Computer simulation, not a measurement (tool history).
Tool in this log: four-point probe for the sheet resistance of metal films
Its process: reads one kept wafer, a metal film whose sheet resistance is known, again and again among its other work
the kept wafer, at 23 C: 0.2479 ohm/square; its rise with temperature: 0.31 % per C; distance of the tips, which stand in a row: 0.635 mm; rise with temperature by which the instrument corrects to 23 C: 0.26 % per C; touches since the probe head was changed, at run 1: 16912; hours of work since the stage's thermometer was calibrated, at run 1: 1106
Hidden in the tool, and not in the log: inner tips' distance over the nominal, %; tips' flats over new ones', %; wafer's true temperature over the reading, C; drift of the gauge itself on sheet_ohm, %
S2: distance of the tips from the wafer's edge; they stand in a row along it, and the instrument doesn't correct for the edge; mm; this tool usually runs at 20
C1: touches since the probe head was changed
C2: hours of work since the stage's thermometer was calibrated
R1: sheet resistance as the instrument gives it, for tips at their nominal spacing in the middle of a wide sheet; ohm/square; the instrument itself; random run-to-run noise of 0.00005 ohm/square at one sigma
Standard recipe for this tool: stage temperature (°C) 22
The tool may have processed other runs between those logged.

{"run": 1, "hour": 0.0, "stage temperature (°C)": 22, "S2": 20, "C1": 16912, "C2": 1106, "R1": 0.245794}
{"run": 2, "hour": 14.6, "stage temperature (°C)": 30, "S2": 20, "C1": 17330, "C2": 1115, "R1": 0.246547}
{"run": 3, "hour": 24.2, "stage temperature (°C)": 30, "S2": 20, "C1": 17603, "C2": 1121, "R1": 0.246556}
{"run": 4, "hour": 33.7, "stage temperature (°C)": 23, "S2": 20, "C1": 17875, "C2": 1127, "R1": 0.245791}
{"run": 5, "hour": 41.0, "stage temperature (°C)": 23, "S2": 20, "C1": 18083, "C2": 1132, "R1": 0.245651}
{"run": 6, "hour": 52.2, "stage temperature (°C)": 23, "S2": 20, "C1": 18403, "C2": 1139, "R1": 0.245645}
{"run": 7, "hour": 59.5, "stage temperature (°C)": 23, "S2": 20, "C1": 18611, "C2": 1144, "R1": 0.245861}
{"run": 8, "hour": 76.2, "stage temperature (°C)": 22, "S2": 20, "C1": 19088, "C2": 1155, "R1": 0.24567}
{"run": 9, "hour": 89.2, "stage temperature (°C)": 22, "S2": 20, "C1": 19459, "C2": 1163, "R1": 0.245537}
{"run": 10, "hour": 101.3, "stage temperature (°C)": 22, "S2": 20, "C1": 19804, "C2": 1171, "R1": 0.245575}
{"run": 11, "hour": 111.2, "stage temperature (°C)": 22, "S2": 20, "C1": 20087, "C2": 1177, "R1": 0.245648}
{"run": 12, "hour": 128.5, "stage temperature (°C)": 22, "S2": 21, "C1": 20583, "C2": 1188, "R1": 0.245552}
{"run": 13, "hour": 136.9, "stage temperature (°C)": 22, "S2": 20, "C1": 20823, "C2": 1193, "R1": 0.245633}
{"run": 14, "hour": 145.4, "stage temperature (°C)": 22, "S2": 20, "C1": 21064, "C2": 1199, "R1": 0.245483}
{"run": 15, "hour": 155.5, "stage temperature (°C)": 22, "S2": 20, "C1": 21352, "C2": 1205, "R1": 0.24553}
{"run": 16, "hour": 170.4, "stage temperature (°C)": 34, "S2": 20, "C1": 21780, "C2": 1215, "R1": 0.24677}
{"run": 17, "hour": 187.8, "stage temperature (°C)": 34, "S2": 20, "C1": 22277, "C2": 1226, "R1": 0.246788}
{"run": 18, "hour": 198.3, "stage temperature (°C)": 22, "S2": 4, "C1": 22574, "C2": 1233, "R1": 0.248606}
{"run": 19, "hour": 211.3, "stage temperature (°C)": 22, "S2": 11, "C1": 22947, "C2": 1241, "R1": 0.245803}
{"run": 20, "hour": 222.6, "stage temperature (°C)": 22, "S2": 11, "C1": 23269, "C2": 1248, "R1": 0.245737}
{"run": 21, "hour": 236.6, "stage temperature (°C)": 22, "S2": 11, "C1": 23669, "C2": 1257, "R1": 0.245907}
{"run": 22, "hour": 247.3, "stage temperature (°C)": 22, "S2": 11, "C1": 23974, "C2": 1264, "R1": 0.245815}
{"run": 23, "hour": 262.7, "stage temperature (°C)": 22, "S2": 11, "C1": 24415, "C2": 1274, "R1": 0.245709}
{"run": 24, "hour": 275.2, "stage temperature (°C)": 24, "S2": 27, "C1": 24772, "C2": 1282, "R1": 0.24566}
{"run": 25, "hour": 290.0, "stage temperature (°C)": 20, "S2": 25, "C1": 25194, "C2": 1291, "R1": 0.245153}
{"run": 26, "hour": 299.9, "stage temperature (°C)": 20, "S2": 25, "C1": 25476, "C2": 1298, "R1": 0.245236}
{"run": 27, "hour": 310.8, "stage temperature (°C)": 20, "S2": 25, "C1": 25787, "C2": 1305, "R1": 0.245139}
{"run": 28, "hour": 328.2, "stage temperature (°C)": 30, "S2": 16, "C1": 26284, "C2": 1316, "R1": 0.246379}
{"run": 29, "hour": 340.8, "stage temperature (°C)": 21, "S2": 60, "C1": 26646, "C2": 1324, "R1": 0.245211}
{"run": 30, "hour": 355.7, "stage temperature (°C)": 23, "S2": 35, "C1": 27071, "C2": 1333, "R1": 0.245409}
{"run": 31, "hour": 367.2, "stage temperature (°C)": 23, "S2": 35, "C1": 27398, "C2": 1341, "R1": 0.245335}
{"run": 32, "hour": 381.6, "stage temperature (°C)": 33, "S2": 4, "C1": 27810, "C2": 1350, "R1": 0.249689}
{"run": 33, "hour": 396.8, "stage temperature (°C)": 33, "S2": 4, "C1": 28243, "C2": 1360, "R1": 0.24964}
{"run": 34, "hour": 410.7, "stage temperature (°C)": 22, "S2": 75, "C1": 28643, "C2": 1369, "R1": 0.245228}
{"run": 35, "hour": 419.6, "stage temperature (°C)": 25, "S2": 43, "C1": 28896, "C2": 1374, "R1": 0.245609}
{"run": 36, "hour": 430.5, "stage temperature (°C)": 21, "S2": 23, "C1": 29206, "C2": 1381, "R1": 0.245271}
{"run": 37, "hour": 445.8, "stage temperature (°C)": 31, "S2": 8, "C1": 29644, "C2": 1391, "R1": 0.247047}
{"run": 38, "hour": 462.9, "stage temperature (°C)": 31, "S2": 17, "C1": 30132, "C2": 1402, "R1": 0.246327}
{"run": 39, "hour": 477.4, "stage temperature (°C)": 21, "S2": 34, "C1": 30545, "C2": 1411, "R1": 0.245143}
{"run": 40, "hour": 485.9, "stage temperature (°C)": 29, "S2": 8, "C1": 30790, "C2": 1417, "R1": 0.246689}

Expected results for the next run?
{"run": 41, "hour": 498.9, "stage temperature (°C)": 29, "S2": 8, "C1": 31161, "C2": 1425, "R1": "?"}

Run 41 yielded R1 0.246784 ohm/square.
Had the tool carried no hidden state, the very same run would have given R1 0.249452 ohm/square.

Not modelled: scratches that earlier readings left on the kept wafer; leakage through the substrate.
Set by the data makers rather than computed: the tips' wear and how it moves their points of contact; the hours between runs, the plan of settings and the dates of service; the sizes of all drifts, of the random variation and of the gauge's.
